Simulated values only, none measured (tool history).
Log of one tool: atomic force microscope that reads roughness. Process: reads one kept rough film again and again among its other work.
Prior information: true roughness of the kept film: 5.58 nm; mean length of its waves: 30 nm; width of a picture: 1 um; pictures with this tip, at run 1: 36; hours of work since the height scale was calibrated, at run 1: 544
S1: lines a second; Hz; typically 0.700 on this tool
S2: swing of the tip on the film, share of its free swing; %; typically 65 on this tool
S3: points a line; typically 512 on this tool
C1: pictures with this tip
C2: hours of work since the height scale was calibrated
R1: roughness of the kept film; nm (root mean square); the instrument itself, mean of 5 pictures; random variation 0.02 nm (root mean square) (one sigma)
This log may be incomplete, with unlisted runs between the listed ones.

run 1 hour=0.0 | S1=0.700 S2=65 S3=512 | C1=36 C2=544 | R1=4.869
run 2 hour=16.6 | S1=0.700 S2=65 S3=512 | C1=50 C2=553 | R1=4.840
run 3 hour=40.8 | S1=0.700 S2=65 S3=512 | C1=69 C2=566 | R1=4.884
run 4 hour=63.7 | S1=0.700 S2=65 S3=512 | C1=88 C2=578 | R1=4.876
run 5 hour=89.1 | S1=0.700 S2=65 S3=512 | C1=108 C2=592 | R1=4.868
run 6 hour=111.6 | S1=0.700 S2=65 S3=512 | C1=127 C2=604 | R1=4.870
run 7 hour=134.2 | S1=0.700 S2=65 S3=512 | C1=145 C2=616 | R1=4.849
-- hour=148.8 new tip fitted
run 8 hour=158.6 | S1=0.756 S2=65 S3=512 | C1=8 C2=629 | R1=4.869
run 9 hour=175.0 | S1=0.756 S2=65 S3=512 | C1=21 C2=638 | R1=4.851
run 10 hour=197.6 | S1=0.756 S2=65 S3=703 | C1=39 C2=650 | R1=4.893
run 11 hour=216.3 | S1=2.762 S2=86 S3=450 | C1=55 C2=660 | R1=4.252
run 12 hour=239.6 | S1=2.762 S2=86 S3=450 | C1=74 C2=673 | R1=4.252
run 13 hour=253.1 | S1=2.762 S2=86 S3=450 | C1=85 C2=680 | R1=4.253
run 14 hour=276.0 | S1=0.686 S2=74 S3=925 | C1=103 C2=692 | R1=4.843
run 15 hour=290.8 | S1=1.871 S2=90 S3=838 | C1=115 C2=700 | R1=4.385
run 16 hour=301.9 | S1=2.413 S2=58 S3=515 | C1=124 C2=706 | R1=4.805
run 17 hour=327.0 | S1=1.581 S2=62 S3=833 | C1=145 C2=720 | R1=4.810
-- hour=343.9 new tip fitted
run 18 hour=343.9 | S1=1.581 S2=62 S3=833 | C1=0 C2=728 | R1=4.843
run 19 hour=359.3 | S1=3.978 S2=60 S3=725 | C1=12 C2=737 | R1=4.707
run 20 hour=375.2 | S1=1.146 S2=65 S3=396 | C1=25 C2=745 | R1=4.813

Forecast each of these 5 alternatives for the next run:
run A hour=397.7 | S1=3.496 S2=57 S3=258 | C1=44 C2=757 | R1=?
run B hour=397.7 | S1=0.692 S2=65 S3=512 | C1=44 C2=757 | R1=?
run C hour=397.7 | S1=0.700 S2=65 S3=381 | C1=44 C2=757 | R1=?
run D hour=397.7 | S1=3.904 S2=59 S3=523 | C1=44 C2=757 | R1=?
run E hour=397.7 | S1=3.302 S2=65 S3=396 | C1=44 C2=757 | R1=?

run=A R1=4.658
run=B R1=4.897
run=C R1=4.878
run=D R1=4.697
run=E R1=4.631
With the hidden condition removed and each run's random variation left untouched, the same runs would have given:
run=A R1=4.664
run=B R1=4.903
run=C R1=4.884
run=D R1=4.702
run=E R1=4.637
